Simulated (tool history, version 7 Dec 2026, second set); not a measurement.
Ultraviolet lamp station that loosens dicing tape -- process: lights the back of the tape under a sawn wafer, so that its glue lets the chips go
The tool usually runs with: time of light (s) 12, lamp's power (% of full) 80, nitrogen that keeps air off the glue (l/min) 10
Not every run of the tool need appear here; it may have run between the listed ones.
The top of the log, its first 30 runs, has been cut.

run    hour  time of light (s)  lamp's power (% of full)  nitrogen that keeps air off the glue (l/min)  force that peels the tape off (N)  light that reached the tape (mJ/cm²)
 31  1844.1                 12                        80                                            10                              1.469                                   330
 32  1887.1                 20                        79                                             9                               0.56                                   526
 33  1937.8                  6                        69                                            20                              3.335                                   134
 34  2000.2                 22                        93                                            15                              0.215                                   651
     2078.8  -- lamp changed
 35  2079.8                 15                        86                                            11                              0.395                                   571
     2116.5  -- window cleaned of glue's vapour
 36  2154.1                 20                        80                                            10                              0.214                                   760
 37  2192.5                  8                        64                                             6                              3.049                                   246
 38  2262.5                  8                        64                                             6                              3.122                                   239
 39  2318.4                 18                        80                                             8                              0.384                                   646
 40  2356.1                 21                        67                                             5                              0.721                                   626
 41  2416.8                 12                        95                                             6                              0.951                                   494
     2485.9  -- window cleaned of glue's vapour
 42    2500                  7                        74                                            10                              2.321                                   241
 43  2560.5                 18                        69                                             7                               0.65                                   564

Predict each of these 3 candidate next runs independently; none follows another, all start after run 43:
  A  2611.3                 10                        73                                            15                                  ?                                     ?
  B  2611.3                 12                        80                                            11                                  ?                                     ?
  C  2611.3                 18                        79                                             7                                  ?                                     ?

run  force that peels the tape off (N)  light that reached the tape (mJ/cm²)
  A                              1.095                                   328
  B                              0.775                                   426
  C                              0.474                                   634
The same runs, with their run-to-run variation unchanged, on a tool lacking any hidden condition would have given:
run  force that peels the tape off (N)  light that reached the tape (mJ/cm²)
  A                              0.899                                   361
  B                              0.624                                   469
  C                              0.377                                   698
